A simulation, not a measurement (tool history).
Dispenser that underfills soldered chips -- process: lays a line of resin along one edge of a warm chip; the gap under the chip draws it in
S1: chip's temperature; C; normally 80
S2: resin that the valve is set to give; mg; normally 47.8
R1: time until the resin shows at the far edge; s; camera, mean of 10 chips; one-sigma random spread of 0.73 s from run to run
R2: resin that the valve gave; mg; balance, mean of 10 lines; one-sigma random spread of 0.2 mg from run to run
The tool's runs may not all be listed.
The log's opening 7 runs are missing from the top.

At day 2.288: new syringe of resin.
Run 8, day 2.342: usual settings. Result: R1 74.7 s, R2 45.07 mg.
Run 9, day 2.696: usual settings. Result: R1 119.7 s, R2 44.91 mg.
At day 3.054: new syringe of resin.
Run 10, day 3.117: usual settings. Result: R1 78.8 s, R2 44.13 mg.
At day 3.233: dispensing valve cleaned and set on the balance.
Run 11, day 3.546: usual settings. Result: R1 125.7 s, R2 47.65 mg.
Run 12, day 3.829: usual settings. Result: R1 176.2 s, R2 47.67 mg.
At day 3.862: new syringe of resin.
Run 13, day 4.329: usual settings. Result: R1 130.6 s, R2 47.29 mg.
Run 14, day 4.554: usual settings. Result: R1 171.8 s, R2 47.41 mg.
At day 4.638: new syringe of resin.
Run 15, day 4.912: usual settings. Result: R1 104 s, R2 46.91 mg.
At day 5.417: new syringe of resin.
Run 16, day 5.417: usual settings but S2 47.2 mg. Result: R1 71 s, R2 46.42 mg.
Run 17, day 5.754: usual settings but S2 54.6 mg. Result: R1 106.6 s, R2 53.33 mg.
At day 6.179: new syringe of resin.
Run 18, day 6.221: usual settings but S2 54.6 mg. Result: R1 75.1 s, R2 53.18 mg.

Run 19, settings as shown, results not yet in. Your forecast:
Run 19, day 6.529: usual settings but S1 78 C, S2 55.2 mg. Result: R1 ?, R2 ?.

Run 19 gave R1 121 s, R2 53.63 mg.
Without the tool's hidden state the same run would have given R1 72.3 s, R2 55.38 mg.

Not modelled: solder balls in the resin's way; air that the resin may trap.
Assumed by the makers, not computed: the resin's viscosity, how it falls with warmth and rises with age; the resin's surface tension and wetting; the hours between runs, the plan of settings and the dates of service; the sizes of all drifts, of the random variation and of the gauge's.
